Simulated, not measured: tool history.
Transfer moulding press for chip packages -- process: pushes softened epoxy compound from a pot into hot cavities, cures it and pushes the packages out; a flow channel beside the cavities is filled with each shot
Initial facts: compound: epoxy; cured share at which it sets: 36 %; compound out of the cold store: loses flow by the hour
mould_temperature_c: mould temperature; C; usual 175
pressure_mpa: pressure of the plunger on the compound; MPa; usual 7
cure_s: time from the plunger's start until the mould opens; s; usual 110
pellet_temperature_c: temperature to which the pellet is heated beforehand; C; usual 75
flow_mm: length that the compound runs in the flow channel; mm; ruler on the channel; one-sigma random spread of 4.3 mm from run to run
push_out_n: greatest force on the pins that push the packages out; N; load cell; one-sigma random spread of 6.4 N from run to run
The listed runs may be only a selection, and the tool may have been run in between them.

run	hour	mould_temperature_c	pressure_mpa	cure_s	pellet_temperature_c	incoming compound's hours out of the cold store	flow_mm	push_out_n
1	0	175	7	110	75	9.6	625	399
2	23.3	175	7	145	75	31.3	601	399
3	40.4	175	7	145	75	8	665	435
4	56.6	175	7	145	75	47.2	561	277
5	85.4	175	7	110	75	15.1	647	437
6	116.4	175	7	110	75	45.1	563	280
7	140.8	172	7	110	75	13.9	642	430
8	171.2	172	7	92	75	16.4	632	775
9	195	172	7	92	75	20.6	623	553
10	211.3	175	7	110	75	18	629	429
11	234.3	176	7	110	75	47.6	552	456
12	264.5	176	7	110	75	35.7	569	367
13	293.5	176	7	110	75	18.5	626	457
14	316.6	176	7	110	75	47.8	538	297
15	342.9	175	6.03	110	68	38.2	521	414
16	375.9	171	8.19	145	70	31.2	633	262
17	403.1	171	8.19	145	70	15	680	379
18	424.1	171	8.19	145	70	43.5	597	422
19	442.2	171	8.19	145	70	20.5	654	258
20	470.6	176	8.19	126	77	11.7	669	386
21	490	171	8.19	126	67	9.6	684	462
22	508.7	171	8.19	126	67	16.1	664	297
23	534.7	175	7.97	90	75	46.7	562	495
24	562.8	175	7.97	90	75	31.6	609	626
25	594.9	177	6.82	102	66	24.6	574	376
26	622.8	177	6.82	102	66	19.7	619	447
27	649.3	182	6.82	142	75	11.6	635	290

Removed from this log: 12 entries logged between the listed runs. Between which two listed runs does each belong, and how does the tool's hidden state at the listed run before it compare with that at the listed run after it?
In the gap between runs 1 and 2: plunger's sealing rings changed (hour 21.1)
  true mould temperature over the reading, C: -0.04 -> -0.02; pressure that reaches the compound, % of what is set: 87.46 -> 99.12; grip of the stained cavities, % over clean ones': 55.4 -> 81
  what was measured, less what the result would be without the hidden state, flow_mm: -43 -> -3 mm; push_out_n: +141 -> +180 N
In the gap between runs 3 and 4: cavities cleaned with cleaning compound and waxed (hour 44.6)
  true mould temperature over the reading, C: 0 -> 0.01; pressure that reaches the compound, % of what is set: 98.75 -> 98.44; grip of the stained cavities, % over clean ones': 95.9 -> 27.1
  what was measured, less what the result would be without the hidden state, flow_mm: -4 -> -5 mm; push_out_n: +213 -> +60 N
In the gap between runs 5 and 6: cavities cleaned with cleaning compound and waxed (hour 110.6)
  true mould temperature over the reading, C: 0.04 -> 0.06; pressure that reaches the compound, % of what is set: 97.87 -> 97.23; grip of the stained cavities, % over clean ones': 72.8 -> 15.9
  what was measured, less what the result would be without the hidden state, flow_mm: -7 -> -8 mm; push_out_n: +183 -> +39 N
In the gap between runs 8 and 9: cavities cleaned with cleaning compound and waxed (hour 175.1)
  true mould temperature over the reading, C: 0.12 -> 0.14; pressure that reaches the compound, % of what is set: 96.02 -> 95.53; grip of the stained cavities, % over clean ones': 92.1 -> 44.3
  what was measured, less what the result would be without the hidden state, flow_mm: -13 -> -15 mm; push_out_n: +368 -> +167 N
In the gap between runs 11 and 12: cavities cleaned with cleaning compound and waxed (hour 240)
  true mould temperature over the reading, C: 0.17 -> 0.2; pressure that reaches the compound, % of what is set: 94.65 -> 94.03; grip of the stained cavities, % over clean ones': 91.8 -> 52.1
  what was measured, less what the result would be without the hidden state, flow_mm: -16 -> -18 mm; push_out_n: +218 -> +125 N
In the gap between runs 13 and 14: cavities cleaned with cleaning compound and waxed (hour 306.6)
  true mould temperature over the reading, C: 0.22 -> 0.25; pressure that reaches the compound, % of what is set: 93.37 -> 92.92; grip of the stained cavities, % over clean ones': 88 -> 26.6
  what was measured, less what the result would be without the hidden state, flow_mm: -22 -> -21 mm; push_out_n: +214 -> +64 N
In the gap between runs 15 and 16: cavities cleaned with cleaning compound and waxed (hour 371.3)
  true mould temperature over the reading, C: 0.27 -> 0.3; pressure that reaches the compound, % of what is set: 92.32 -> 91.61; grip of the stained cavities, % over clean ones': 68.7 -> 12.6
  what was measured, less what the result would be without the hidden state, flow_mm: -21 -> -28 mm; push_out_n: +168 -> +29 N
In the gap between runs 18 and 19: cavities cleaned with cleaning compound and waxed (hour 438.1)
  true mould temperature over the reading, C: 0.35 -> 0.36; pressure that reaches the compound, % of what is set: 90.59 -> 90.22; grip of the stained cavities, % over clean ones': 86 -> 14.1
  what was measured, less what the result would be without the hidden state, flow_mm: -31 -> -36 mm; push_out_n: +196 -> +31 N
In the gap between runs 21 and 22: cavities cleaned with cleaning compound and waxed (hour 503.7)
  true mould temperature over the reading, C: 0.4 -> 0.42; pressure that reaches the compound, % of what is set: 89.21 -> 88.83; grip of the stained cavities, % over clean ones': 85.4 -> 15.9
  what was measured, less what the result would be without the hidden state, flow_mm: -41 -> -42 mm; push_out_n: +212 -> +38 N
In the gap between runs 24 and 25: cavities cleaned with cleaning compound and waxed (hour 568.6)
  true mould temperature over the reading, C: 0.47 -> 0.5; pressure that reaches the compound, % of what is set: 87.66 -> 87; grip of the stained cavities, % over clean ones': 93 -> 52.2
  what was measured, less what the result would be without the hidden state, flow_mm: -42 -> -42 mm; push_out_n: +288 -> +126 N
In the gap between runs 25 and 26: plunger's sealing rings changed (hour 622.6)
  true mould temperature over the reading, C: 0.5 -> 0.52; pressure that reaches the compound, % of what is set: 87 -> 99.99; grip of the stained cavities, % over clean ones': 52.2 -> 83.3
  what was measured, less what the result would be without the hidden state, flow_mm: -42 -> -1 mm; push_out_n: +126 -> +200 N
In the gap between runs 26 and 27: cavities cleaned with cleaning compound and waxed (hour 635.8)
  true mould temperature over the reading, C: 0.52 -> 0.55; pressure that reaches the compound, % of what is set: 99.99 -> 99.42; grip of the stained cavities, % over clean ones': 83.3 -> 29.5
  what was measured, less what the result would be without the hidden state, flow_mm: -1 -> -3 mm; push_out_n: +200 -> +65 N
